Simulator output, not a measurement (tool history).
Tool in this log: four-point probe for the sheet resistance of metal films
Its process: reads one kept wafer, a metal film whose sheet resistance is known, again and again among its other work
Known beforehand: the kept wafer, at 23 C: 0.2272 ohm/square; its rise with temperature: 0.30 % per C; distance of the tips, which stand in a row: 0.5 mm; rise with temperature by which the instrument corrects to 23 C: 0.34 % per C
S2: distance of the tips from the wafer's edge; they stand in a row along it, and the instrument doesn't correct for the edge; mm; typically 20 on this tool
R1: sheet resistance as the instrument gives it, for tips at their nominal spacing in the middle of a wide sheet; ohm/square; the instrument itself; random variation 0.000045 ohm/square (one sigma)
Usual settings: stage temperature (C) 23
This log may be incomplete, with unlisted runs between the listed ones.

run 1 hour=0.0 | stage_temperature_(C)=23 S2=20 | R1=0.228282
run 2 hour=94.9 | stage_temperature_(C)=23 S2=11 | R1=0.228588
run 3 hour=227.7 | stage_temperature_(C)=23 S2=54 | R1=0.228373
run 4 hour=291.1 | stage_temperature_(C)=23 S2=54 | R1=0.228367
run 5 hour=398.4 | stage_temperature_(C)=23 S2=54 | R1=0.228415
run 6 hour=464.4 | stage_temperature_(C)=23 S2=54 | R1=0.228522
run 7 hour=558.5 | stage_temperature_(C)=23 S2=20 | R1=0.228620
run 8 hour=633.3 | stage_temperature_(C)=23 S2=20 | R1=0.228726
-- hour=640.1 stage's thermometer calibrated
run 9 hour=744.1 | stage_temperature_(C)=23 S2=20 | R1=0.228807
run 10 hour=860.5 | stage_temperature_(C)=23 S2=20 | R1=0.228808
run 11 hour=987.0 | stage_temperature_(C)=23 S2=20 | R1=0.228825
run 12 hour=1117.3 | stage_temperature_(C)=27 S2=20 | R1=0.228558
run 13 hour=1252.8 | stage_temperature_(C)=27 S2=20 | R1=0.228774
run 14 hour=1338.8 | stage_temperature_(C)=27 S2=20 | R1=0.228830
run 15 hour=1419.9 | stage_temperature_(C)=29 S2=40 | R1=0.228500
-- hour=1445.6 stage's thermometer calibrated, once more
run 16 hour=1557.7 | stage_temperature_(C)=20 S2=9 | R1=0.229956
run 17 hour=1614.9 | stage_temperature_(C)=20 S2=9 | R1=0.230008
run 18 hour=1723.7 | stage_temperature_(C)=22 S2=11 | R1=0.229784
run 19 hour=1819.1 | stage_temperature_(C)=26 S2=18 | R1=0.229298
run 20 hour=1934.5 | stage_temperature_(C)=26 S2=18 | R1=0.229356
run 21 hour=2008.2 | stage_temperature_(C)=23 S2=5 | R1=0.230787
run 22 hour=2133.1 | stage_temperature_(C)=32 S2=16 | R1=0.228942
run 23 hour=2267.0 | stage_temperature_(C)=20 S2=15 | R1=0.230201
run 24 hour=2334.3 | stage_temperature_(C)=23 S2=16 | R1=0.229849
run 25 hour=2457.9 | stage_temperature_(C)=21 S2=24 | R1=0.230066

Here are 5 independent what-if runs from the current tool condition. What would each one return?
run A hour=2544.1 | stage_temperature_(C)=21 S2=8 | R1=?
run B hour=2544.1 | stage_temperature_(C)=22 S2=20 | R1=?
run C hour=2544.1 | stage_temperature_(C)=26 S2=14 | R1=?
run D hour=2544.1 | stage_temperature_(C)=30 S2=42 | R1=?
run E hour=2544.1 | stage_temperature_(C)=29 S2=49 | R1=?

run=A R1=0.230649
run=B R1=0.230143
run=C R1=0.229821
run=D R1=0.229323
run=E R1=0.229399
Without the tool's unlogged condition, the same runs would have read:
run=A R1=0.227901
run=B R1=0.227399
run=C R1=0.227079
run=D R1=0.226585
run=E R1=0.226661
